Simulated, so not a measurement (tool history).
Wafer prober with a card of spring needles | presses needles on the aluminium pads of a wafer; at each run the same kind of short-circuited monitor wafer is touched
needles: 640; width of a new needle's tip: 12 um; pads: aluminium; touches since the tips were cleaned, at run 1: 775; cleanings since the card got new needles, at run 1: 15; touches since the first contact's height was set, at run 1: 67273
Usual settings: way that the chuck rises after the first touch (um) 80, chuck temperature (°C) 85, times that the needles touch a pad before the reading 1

run	hour	way that the chuck rises after the first touch (um)	chuck temperature (°C)	times that the needles touch a pad before the reading	touches since the tips were cleaned	cleanings since the card got new needles	touches since the first contact's height was set	resistance of one needle with its contact and lead (mohm)	way that a needle slides on the pad (um)
1	0	80	85	1	775	15	67273	219	13.93
# hour 7.9: tips cleaned on abrasive film
2	9.3	99	85	1	648	16	71519	217	17.14
# hour 17.5: tips cleaned on abrasive film
3	18	62	85	1	256	17	75527	217	10.58
# hour 27.2: tips cleaned on abrasive film
4	28.4	62	85	1	559	18	80299	222	10.63
5	35.8	80	85	1	3952	18	83692	236	13.73
# hour 36.5: tips cleaned on abrasive film
6	41	80	85	1	2111	19	86090	229	13.92
# hour 45.8: tips cleaned on abrasive film
7	47.8	80	85	1	932	20	89168	220	13.77
# hour 55.5: tips cleaned on abrasive film
8	58.7	80	85	1	1467	21	94172	222	13.76
# hour 64.8: tips cleaned on abrasive film
9	64.8	88	116	1	0	22	96929	223	15.01
10	73.4	88	116	1	4004	22	100933	239	15.02
# hour 74.3: tips cleaned on abrasive film
11	82.2	88	116	1	3662	23	104963	238	15.1
# hour 84: tips cleaned on abrasive film
12	91.1	65	116	2	3307	24	109040	235	11.09
# hour 93.2: tips cleaned on abrasive film
13	96	80	39	1	1325	25	111262	211	13.58
# hour 102.6: tips cleaned on abrasive film
14	102.8	86	34	2	82	26	114356	203	14.66
# hour 112.6: tips cleaned on abrasive film
15	112.8	86	34	2	91	27	118951	204	14.71
# hour 122: tips cleaned on abrasive film
16	122.9	97	34	3	429	28	123579	200	16.64

How the hidden state differs across the entries between the runs, from the last listed run before each to the first after it:
Between runs 1 and 2: tips cleaned on abrasive film (hour 7.9)
  debris on the tips, nm: 23.2 -> 18.6; way that the needles fall short of the set height, um: 1.6 -> 1.73; tips' diameter, um: 12.56 -> 12.61
  measured less the result without the state, resistance of one needle with its contact and lead (mohm): +8 -> +5; way that a needle slides on the pad (um): -0.29 -> -0.3
Between runs 2 and 3: tips cleaned on abrasive film (hour 17.5)
  debris on the tips, nm: 18.6 -> 9.6; way that the needles fall short of the set height, um: 1.73 -> 1.82; tips' diameter, um: 12.61 -> 12.64
  measured less the result without the state, resistance of one needle with its contact and lead (mohm): +5 -> +4; way that a needle slides on the pad (um): -0.3 -> -0.32
Between runs 3 and 4: tips cleaned on abrasive film (hour 27.2)
  debris on the tips, nm: 9.6 -> 15.6; way that the needles fall short of the set height, um: 1.82 -> 1.92; tips' diameter, um: 12.64 -> 12.67
  measured less the result without the state, resistance of one needle with its contact and lead (mohm): +4 -> +7; way that a needle slides on the pad (um): -0.32 -> -0.34
Between runs 5 and 6: tips cleaned on abrasive film (hour 36.5)
  debris on the tips, nm: 65.7 -> 44.1; way that the needles fall short of the set height, um: 1.92 -> 2.05; tips' diameter, um: 12.67 -> 12.72
  measured less the result without the state, resistance of one needle with its contact and lead (mohm): +21 -> +14; way that a needle slides on the pad (um): -0.34 -> -0.37
Between runs 6 and 7: tips cleaned on abrasive film (hour 45.8)
  debris on the tips, nm: 44.1 -> 26.6; way that the needles fall short of the set height, um: 2.05 -> 2.18; tips' diameter, um: 12.72 -> 12.76
  measured less the result without the state, resistance of one needle with its contact and lead (mohm): +14 -> +8; way that a needle slides on the pad (um): -0.37 -> -0.39
Between runs 7 and 8: tips cleaned on abrasive film (hour 55.5)
  debris on the tips, nm: 26.6 -> 36.7; way that the needles fall short of the set height, um: 2.18 -> 2.28; tips' diameter, um: 12.76 -> 12.8
  measured less the result without the state, resistance of one needle with its contact and lead (mohm): +8 -> +11; way that a needle slides on the pad (um): -0.39 -> -0.4
Between runs 8 and 9: tips cleaned on abrasive film (hour 64.8)
  debris on the tips, nm: 36.7 -> 6; way that the needles fall short of the set height, um: 2.28 -> 2.42; tips' diameter, um: 12.8 -> 12.85
  measured less the result without the state, resistance of one needle with its contact and lead (mohm): +11 -> +1; way that a needle slides on the pad (um): -0.4 -> -0.42
Between runs 10 and 11: tips cleaned on abrasive film (hour 74.3)
  debris on the tips, nm: 68 -> 61.1; way that the needles fall short of the set height, um: 2.42 -> 2.51; tips' diameter, um: 12.85 -> 12.88
  measured less the result without the state, resistance of one needle with its contact and lead (mohm): +21 -> +18; way that a needle slides on the pad (um): -0.42 -> -0.45
Between runs 11 and 12: tips cleaned on abrasive film (hour 84)
  debris on the tips, nm: 61.1 -> 60.1; way that the needles fall short of the set height, um: 2.51 -> 2.59; tips' diameter, um: 12.88 -> 12.91
  measured less the result without the state, resistance of one needle with its contact and lead (mohm): +18 -> +13; way that a needle slides on the pad (um): -0.45 -> -0.46
Between runs 12 and 13: tips cleaned on abrasive film (hour 93.2)
  debris on the tips, nm: 60.1 -> 32.9; way that the needles fall short of the set height, um: 2.59 -> 2.7; tips' diameter, um: 12.91 -> 12.94
  measured less the result without the state, resistance of one needle with its contact and lead (mohm): +13 -> +10; way that a needle slides on the pad (um): -0.46 -> -0.47
Between runs 13 and 14: tips cleaned on abrasive film (hour 102.6)
  debris on the tips, nm: 32.9 -> 6.5; way that the needles fall short of the set height, um: 2.7 -> 2.78; tips' diameter, um: 12.94 -> 12.97
  measured less the result without the state, resistance of one needle with its contact and lead (mohm): +10 -> +0; way that a needle slides on the pad (um): -0.47 -> -0.49
Between runs 14 and 15: tips cleaned on abrasive film (hour 112.6)
  debris on the tips, nm: 6.5 -> 10.3; way that the needles fall short of the set height, um: 2.78 -> 2.87; tips' diameter, um: 12.97 -> 13
  measured less the result without the state, resistance of one needle with its contact and lead (mohm): +0 -> +1; way that a needle slides on the pad (um): -0.49 -> -0.51
Between runs 15 and 16: tips cleaned on abrasive film (hour 122)
  debris on the tips, nm: 10.3 -> 15.8; way that the needles fall short of the set height, um: 2.87 -> 2.96; tips' diameter, um: 13 -> 13.04
  measured less the result without the state, resistance of one needle with its contact and lead (mohm): +1 -> +2; way that a needle slides on the pad (um): -0.51 -> -0.52
